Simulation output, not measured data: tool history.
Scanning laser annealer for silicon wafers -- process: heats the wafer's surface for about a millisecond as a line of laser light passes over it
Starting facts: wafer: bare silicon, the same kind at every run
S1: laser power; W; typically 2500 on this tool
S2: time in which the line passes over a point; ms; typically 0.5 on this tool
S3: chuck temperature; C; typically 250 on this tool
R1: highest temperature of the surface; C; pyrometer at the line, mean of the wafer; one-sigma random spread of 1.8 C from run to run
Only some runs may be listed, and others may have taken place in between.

{"run": 1, "hour": 0.0, "S1": 2500, "S2": 0.5, "S3": 250, "R1": 942}
{"run": 2, "hour": 18.9, "S1": 2500, "S2": 0.5, "S3": 250, "R1": 938}
{"run": 3, "hour": 38.6, "S1": 2500, "S2": 0.5, "S3": 250, "R1": 938}
{"run": 4, "hour": 58.2, "S1": 2383, "S2": 0.5, "S3": 250, "R1": 900}
{"run": 5, "hour": 77.5, "S1": 2383, "S2": 0.5, "S3": 250, "R1": 898}
{"run": 6, "hour": 89.6, "S1": 2383, "S2": 0.5, "S3": 250, "R1": 898}
{"run": 7, "hour": 110.3, "S1": 2383, "S2": 0.5, "S3": 250, "R1": 892}
{"run": 8, "hour": 124.2, "S1": 2500, "S2": 0.5, "S3": 250, "R1": 934}
{"run": 9, "hour": 146.4, "S1": 2500, "S2": 0.572, "S3": 250, "R1": 979}
{"run": 10, "hour": 161.2, "S1": 2500, "S2": 0.572, "S3": 250, "R1": 980}
{"run": 11, "hour": 171.4, "S1": 2500, "S2": 0.572, "S3": 250, "R1": 978}
{"run": 12, "hour": 183.1, "S1": 2500, "S2": 0.572, "S3": 250, "R1": 976}
{"run": 13, "hour": 206.5, "S1": 2500, "S2": 0.572, "S3": 250, "R1": 978}
{"run": 14, "hour": 225.6, "S1": 2500, "S2": 0.572, "S3": 250, "R1": 977}
{"run": 15, "hour": 240.2, "S1": 2500, "S2": 0.572, "S3": 250, "R1": 973}
{"run": 16, "hour": 252.7, "S1": 2500, "S2": 0.572, "S3": 250, "R1": 973}
{"run": 17, "hour": 264.5, "S1": 2500, "S2": 0.572, "S3": 250, "R1": 974}
{"run": 18, "hour": 287.4, "S1": 2500, "S2": 0.5, "S3": 250, "R1": 931}
{"run": 19, "hour": 309.5, "S1": 2500, "S2": 0.5, "S3": 250, "R1": 929}
{"run": 20, "hour": 324.7, "S1": 2500, "S2": 0.5, "S3": 250, "R1": 927}
{"run": 21, "hour": 346.8, "S1": 2500, "S2": 0.5, "S3": 250, "R1": 928}
{"run": 22, "hour": 364.5, "S1": 2335, "S2": 0.5, "S3": 250, "R1": 872}
{"hour": 368.5, "done": "laser's power meter calibrated"}
{"run": 23, "hour": 380.9, "S1": 2335, "S2": 0.5, "S3": 250, "R1": 870}
{"run": 24, "hour": 397.6, "S1": 2443, "S2": 0.485, "S3": 227, "R1": 872}
{"run": 25, "hour": 412.2, "S1": 2443, "S2": 0.485, "S3": 227, "R1": 874}
{"run": 26, "hour": 422.0, "S1": 2377, "S2": 0.45, "S3": 282, "R1": 882}
{"run": 27, "hour": 434.1, "S1": 2426, "S2": 0.5, "S3": 279, "R1": 933}
{"hour": 448.7, "done": "laser's power meter calibrated, once more"}
{"run": 28, "hour": 460.7, "S1": 2500, "S2": 0.382, "S3": 268, "R1": 864}
{"run": 29, "hour": 482.1, "S1": 2500, "S2": 0.382, "S3": 268, "R1": 862}
{"run": 30, "hour": 501.8, "S1": 2261, "S2": 0.407, "S3": 268, "R1": 807}
{"run": 31, "hour": 524.7, "S1": 2261, "S2": 0.407, "S3": 268, "R1": 806}
{"run": 32, "hour": 548.0, "S1": 2468, "S2": 0.353, "S3": 277, "R1": 838}
{"run": 33, "hour": 570.8, "S1": 2468, "S2": 0.353, "S3": 277, "R1": 836}
{"run": 34, "hour": 586.2, "S1": 2245, "S2": 0.353, "S3": 277, "R1": 776}
{"run": 35, "hour": 599.1, "S1": 2245, "S2": 0.353, "S3": 277, "R1": 776}
{"run": 36, "hour": 622.0, "S1": 2180, "S2": 0.55, "S3": 231, "R1": 818}
{"run": 37, "hour": 637.5, "S1": 2180, "S2": 0.448, "S3": 231, "R1": 765}
{"run": 38, "hour": 653.9, "S1": 2180, "S2": 0.448, "S3": 231, "R1": 765}
{"run": 39, "hour": 671.0, "S1": 2180, "S2": 0.538, "S3": 231, "R1": 812}
{"run": 40, "hour": 683.2, "S1": 2358, "S2": 0.546, "S3": 231, "R1": 872}
{"run": 41, "hour": 699.1, "S1": 2500, "S2": 0.446, "S3": 250, "R1": 880}

Had the tool no unlogged condition, and each run kept its random variation, what would the results have been?
Hidden conditions of the tool in this case: light that passes the window, % of a clean one's; laser's true power over the reading, %; width of the line over the set one, %; drift of the gauge itself on peak_c, C.
run=1 R1=964
run=2 R1=961
run=3 R1=961
run=4 R1=923
run=5 R1=922
run=6 R1=922
run=7 R1=916
run=8 R1=961
run=9 R1=1009
run=10 R1=1010
run=11 R1=1008
run=12 R1=1007
run=13 R1=1010
run=14 R1=1010
run=15 R1=1006
run=16 R1=1007
run=17 R1=1009
run=18 R1=964
run=19 R1=962
run=20 R1=961
run=21 R1=963
run=22 R1=905
run=23 R1=903
run=24 R1=908
run=25 R1=910
run=26 R1=916
run=27 R1=970
run=28 R1=899
run=29 R1=898
run=30 R1=840
run=31 R1=839
run=32 R1=874
run=33 R1=872
run=34 R1=808
run=35 R1=810
run=36 R1=858
run=37 R1=802
run=38 R1=802
run=39 R1=853
run=40 R1=918
run=41 R1=926
